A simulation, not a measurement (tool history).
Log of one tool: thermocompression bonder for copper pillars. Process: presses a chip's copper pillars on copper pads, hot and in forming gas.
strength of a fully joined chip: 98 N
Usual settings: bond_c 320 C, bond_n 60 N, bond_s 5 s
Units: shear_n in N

Run 1, hour 0.0: usual settings. Result: shear_n 44.0 N.
Run 2, hour 89.4: usual settings but bond_s 4 s. Result: shear_n 38.7 N.
Run 3, hour 130.4: usual settings. Result: shear_n 43.6 N.
Run 4, hour 175.4: usual settings but bond_s 9 s. Result: shear_n 52.9 N.
Run 5, hour 213.6: usual settings but bond_s 9 s. Result: shear_n 54.2 N.
Run 6, hour 282.8: usual settings but bond_s 9 s. Result: shear_n 52.8 N.
Run 7, hour 346.8: usual settings. Result: shear_n 43.5 N.
Run 8, hour 417.6: usual settings. Result: shear_n 43.2 N.
Run 9, hour 485.0: usual settings. Result: shear_n 42.2 N.
Run 10, hour 565.7: usual settings. Result: shear_n 42.7 N.
Run 11, hour 608.6: usual settings. Result: shear_n 43.5 N.
Run 12, hour 663.3: usual settings but bond_s 7 s. Result: shear_n 48.9 N.
Run 13, hour 742.3: usual settings but bond_s 7 s. Result: shear_n 48.1 N.
Run 14, hour 824.9: usual settings but bond_s 7 s. Result: shear_n 48.2 N.
Run 15, hour 900.0: usual settings but bond_s 7 s. Result: shear_n 47.9 N.
Run 16, hour 990.9: usual settings but bond_c 335 C, bond_s 11 s. Result: shear_n 66.8 N.
Run 17, hour 1033.2: usual settings but bond_n 38 N. Result: shear_n 29.5 N.
Run 18, hour 1118.2: usual settings but bond_c 322 C, bond_n 83 N. Result: shear_n 56.6 N.
Run 19, hour 1187.7: usual settings but bond_c 299 C, bond_n 57 N, bond_s 8 s. Result: shear_n 36.6 N.
Run 20, hour 1264.6: usual settings but bond_c 321 C, bond_n 44 N, bond_s 8 s. Result: shear_n 40.3 N.
Run 21, hour 1319.3: usual settings but bond_c 321 C, bond_n 39 N, bond_s 8 s. Result: shear_n 36.9 N.
Run 22, hour 1365.9: usual settings but bond_c 321 C, bond_n 39 N, bond_s 8 s. Result: shear_n 36.7 N.
Run 23, hour 1420.5: usual settings but bond_c 335 C, bond_n 87 N. Result: shear_n 67.0 N.
Run 24, hour 1492.2: usual settings but bond_c 335 C, bond_n 87 N. Result: shear_n 67.6 N.
Run 25, hour 1535.6: usual settings but bond_c 322 C, bond_n 77 N. Result: shear_n 53.2 N.
Run 26, hour 1582.7: usual settings but bond_c 328 C, bond_n 77 N. Result: shear_n 58.0 N.
Run 27, hour 1634.2: usual settings but bond_n 67 N, bond_s 9 s. Result: shear_n 56.7 N.
Run 28, hour 1714.2: usual settings but bond_c 318 C. Result: shear_n 42.4 N.

Taken out of this log: 3 entries between the listed runs. Where each belongs, and how the hidden state differs across it:
Between runs 8 and 9: forming gas filter changed (hour 436.1)
  oxide that the forming gas leaves, % of the face: 1.11 -> 0.56
Between runs 18 and 19: forming gas filter changed (hour 1126.3)
  oxide that the forming gas leaves, % of the face: 1.16 -> 0.56
Between runs 26 and 27: heater calibrated with a thermocouple chip (hour 1612.8)
  true temperature of the bond over the reading, C: 0.7 -> 0; oxide that the forming gas leaves, % of the face: 0.94 -> 0.99

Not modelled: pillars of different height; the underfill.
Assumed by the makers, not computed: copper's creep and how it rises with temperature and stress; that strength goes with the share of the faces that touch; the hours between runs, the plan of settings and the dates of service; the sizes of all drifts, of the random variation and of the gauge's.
